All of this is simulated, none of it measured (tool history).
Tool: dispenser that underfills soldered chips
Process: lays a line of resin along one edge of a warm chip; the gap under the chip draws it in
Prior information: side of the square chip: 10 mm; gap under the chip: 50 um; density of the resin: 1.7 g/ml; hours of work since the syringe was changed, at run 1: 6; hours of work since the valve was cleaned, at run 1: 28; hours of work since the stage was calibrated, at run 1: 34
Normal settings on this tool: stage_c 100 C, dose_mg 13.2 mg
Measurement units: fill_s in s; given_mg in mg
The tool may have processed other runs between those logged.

run	hour	stage_c	dose_mg	hours of work since the syringe was changed	hours of work since the valve was cleaned	hours of work since the stage was calibrated	fill_s	given_mg
1	0.0	100	13.2	6	28	34	170.1	13.05
2	5.0	100	13.2	9	31	38	218.8	13.05
# hour 7.5: new syringe of resin
3	10.8	100	16.1	2	34	41	122.4	15.88
4	16.2	115	13.2	5	37	44	92.0	12.95
5	23.4	93	13.2	10	42	49	330.2	12.95
# hour 24.3: new syringe of resin
6	28.9	107	13.2	3	45	52	103.9	12.96
7	33.6	107	13.2	6	48	55	130.2	12.93
8	38.0	107	13.2	8	51	57	165.3	12.94
# hour 40.7: new syringe of resin
9	43.9	107	13.2	2	54	61	94.6	12.86
10	49.4	93	13.2	5	57	64	222.5	12.92
11	55.8	93	13.2	9	61	68	315.3	12.85
# hour 57.4: new syringe of resin
12	60.9	100	12.2	2	64	71	128.7	11.90
13	68.1	100	13.1	7	69	76	186.8	12.69

Run 14, settings as shown, results not yet in. Your forecast:
14	72.5	100	13.1	9	71	78	?	?

{"run 14": {"fill_s": 233.8, "given_mg": 12.69}}
On a tool with no hidden condition, and with the same random variation, this run would have come out at fill_s 108.0 s, given_mg 13.10 mg.
